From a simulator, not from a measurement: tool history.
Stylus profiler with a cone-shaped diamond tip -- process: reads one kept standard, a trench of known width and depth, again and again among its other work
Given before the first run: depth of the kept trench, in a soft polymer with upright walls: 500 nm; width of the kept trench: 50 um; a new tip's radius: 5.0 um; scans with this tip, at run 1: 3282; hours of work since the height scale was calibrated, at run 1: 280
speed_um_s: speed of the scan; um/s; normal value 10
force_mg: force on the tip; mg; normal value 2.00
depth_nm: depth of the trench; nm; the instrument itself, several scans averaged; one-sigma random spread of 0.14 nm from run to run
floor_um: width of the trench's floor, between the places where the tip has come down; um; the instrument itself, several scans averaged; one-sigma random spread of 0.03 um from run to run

run,day,speed_um_s,force_mg,scans with this tip,hours of work since the height scale was calibrated,depth_nm,floor_um
1,0.000,10,2.00,3282,280,503.33,45.56
2,0.775,10,2.00,3379,288,503.41,45.58
3,1.483,10,2.00,3469,296,503.37,45.58
4,2.062,10,2.00,3542,302,503.58,45.62
5,2.783,10,2.00,3633,309,503.17,45.53
6,3.396,10,2.00,3710,316,503.35,45.60
7,3.888,10,2.00,3773,321,503.21,45.56
8,4.629,10,2.00,3866,329,503.22,45.58
9,5.171,10,2.00,3934,335,503.28,45.57
10,5.483,10,2.00,3974,339,503.48,45.58
11,6.242,10,2.00,4070,347,503.00,45.55
12,6.767,10,2.00,4136,352,503.46,45.51
13,7.192,10,2.00,4189,357,503.11,45.53
14,7.917,10,2.00,4281,365,503.35,45.61
15,8.571,10,2.00,4364,372,503.15,45.59
16,9.046,26,2.00,4423,377,503.54,45.51
17,9.729,10,2.00,4509,384,503.31,45.60
18,10.504,10,2.00,4608,393,503.35,45.54
19,10.846,10,2.00,4651,396,503.30,45.62
20,11.175,10,2.00,4692,400,503.25,45.61
21,11.608,10,2.00,4747,404,503.10,45.58
22,12.125,2,2.00,4812,410,502.98,45.66
23,12.821,5,2.81,4900,417,504.02,45.62
24,13.325,2,1.63,4964,423,502.87,45.61
25,13.900,9,1.63,5036,429,502.75,45.61
26,14.483,9,1.54,5110,435,502.95,45.57
27,15.092,3,2.00,5186,442,503.31,45.55
28,15.475,10,2.62,5234,446,504.12,45.58
29,15.825,29,1.64,5279,450,502.81,45.44
30,16.483,21,4.53,5362,457,505.50,45.51
31,17.083,21,4.53,5437,463,505.50,45.56
32,17.738,4,1.26,5520,470,502.51,45.54
33,18.200,4,1.26,5579,475,502.30,45.59
34,18.638,8,5.76,5634,480,506.85,45.63
35,19.258,3,1.64,5712,487,502.64,45.57
36,19.983,4,4.11,5803,494,504.99,45.62
37,20.754,4,4.11,5901,503,505.24,45.63
38,21.129,9,2.24,5948,507,503.53,45.56

5 options for the next run, each taken on its own from the tool as it stands now. Forecast them:
A,21.575,10,2.20,6004,511,?,?
B,21.575,5,1.68,6004,511,?,?
C,21.575,3,2.24,6004,511,?,?
D,21.575,5,1.45,6004,511,?,?
E,21.575,2,1.92,6004,511,?,?

run,depth_nm,floor_um
A,503.42,45.56
B,502.95,45.59
C,503.53,45.58
D,502.36,45.59
E,503.24,45.65
Stripped of hidden state, with their random variation kept, the same runs would have yielded:
run,depth_nm,floor_um
A,503.41,45.56
B,502.94,45.60
C,503.52,45.58
D,502.35,45.60
E,503.23,45.66

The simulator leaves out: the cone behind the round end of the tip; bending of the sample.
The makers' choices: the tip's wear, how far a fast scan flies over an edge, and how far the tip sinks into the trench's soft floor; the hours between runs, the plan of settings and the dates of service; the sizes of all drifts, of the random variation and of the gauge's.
